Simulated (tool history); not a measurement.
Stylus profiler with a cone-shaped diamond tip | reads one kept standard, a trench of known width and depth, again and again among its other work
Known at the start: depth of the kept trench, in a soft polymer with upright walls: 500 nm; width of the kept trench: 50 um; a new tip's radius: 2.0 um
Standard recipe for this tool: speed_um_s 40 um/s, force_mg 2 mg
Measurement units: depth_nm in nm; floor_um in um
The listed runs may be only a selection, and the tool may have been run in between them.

run,day,speed_um_s,force_mg,depth_nm,floor_um
1,0,40,2,505.92,47.18
2,3.412,40,2,505.94,47.13
3,7.288,40,2,506.03,47.18
4,11.283,40,2,505.79,47.13
5,16.538,96,2,505.9,46.86
6,18.762,96,2,505.53,46.83
7,21.979,96,2,505.75,46.82
8,26.788,96,2,505.95,46.78
9,29.875,40,2,505.98,47.16
10,34.038,40,2,505.69,47.16
# day 35.175: new tip fitted, height scale calibrated
11,39.4,38,2,505.83,47.13
12,41.633,38,2,506.08,47.14
13,45.196,38,2,505.85,47.14
14,49.483,38,2,505.79,47.2
15,51.733,40,2,506.05,47.21
16,54.1,40,2,505.77,47.14
17,58.575,40,2,505.81,47.13
18,61.812,56,2,505.81,47.02
19,66.071,40,1.05,503.73,47.1
20,68.279,40,1.05,503.98,46.99
21,73.529,40,1.05,503.67,47.05
22,77.596,12,2,505.93,47.24
23,80,12,2,505.78,47.29
24,83.171,14,0.89,503.23,47.27
25,86.988,119,3.97,509.13,46.94
26,92.004,132,1.37,504.24,46.51
27,96.362,38,2.32,506.66,47.15
28,99.1,121,5.3,511.35,46.9
29,103.196,117,2.05,505.86,46.73
30,107.021,28,0.89,503.31,47.1
31,109.733,152,0.79,502.91,46.12
32,113.142,13,2,505.84,47.27
33,117.525,82,2.36,506.56,46.98
34,119.758,26,2,505.9,47.23
35,124.771,60,2,505.4,46.99
36,127.996,39,1.04,503.72,47.09
37,130.338,29,1.66,505.18,47.17
38,134.492,153,0.86,503.57,46.12
39,138.883,16,2.48,506.87,47.3
40,141.133,90,2,505.59,46.83
41,145.117,158,1.61,505.12,46.4
42,149.838,17,2.3,506.67,47.28
# day 152.596: height scale calibrated on a step standard
43,153.375,33,1.44,504.64,47.17
44,157.883,40,1.42,504.59,47.11
45,162.054,62,1.63,505.28,46.95
46,165.846,10,1.27,504.31,47.23

Predict each of these 4 candidate next runs independently; none follows another, all start after run 46:
A,171.038,10,0.93,?,?
B,171.038,27,5.6,?,?
C,171.038,62,3.29,?,?
D,171.038,35,3.3,?,?

run,depth_nm,floor_um
A,503.29,47.25
B,511.45,47.2
C,507.99,47.03
D,508.13,47.2
With the hidden condition removed and each run's random variation left untouched, the same runs would have given:
run,depth_nm,floor_um
A,503.3,47.28
B,511.46,47.23
C,508,47.06
D,508.14,47.23

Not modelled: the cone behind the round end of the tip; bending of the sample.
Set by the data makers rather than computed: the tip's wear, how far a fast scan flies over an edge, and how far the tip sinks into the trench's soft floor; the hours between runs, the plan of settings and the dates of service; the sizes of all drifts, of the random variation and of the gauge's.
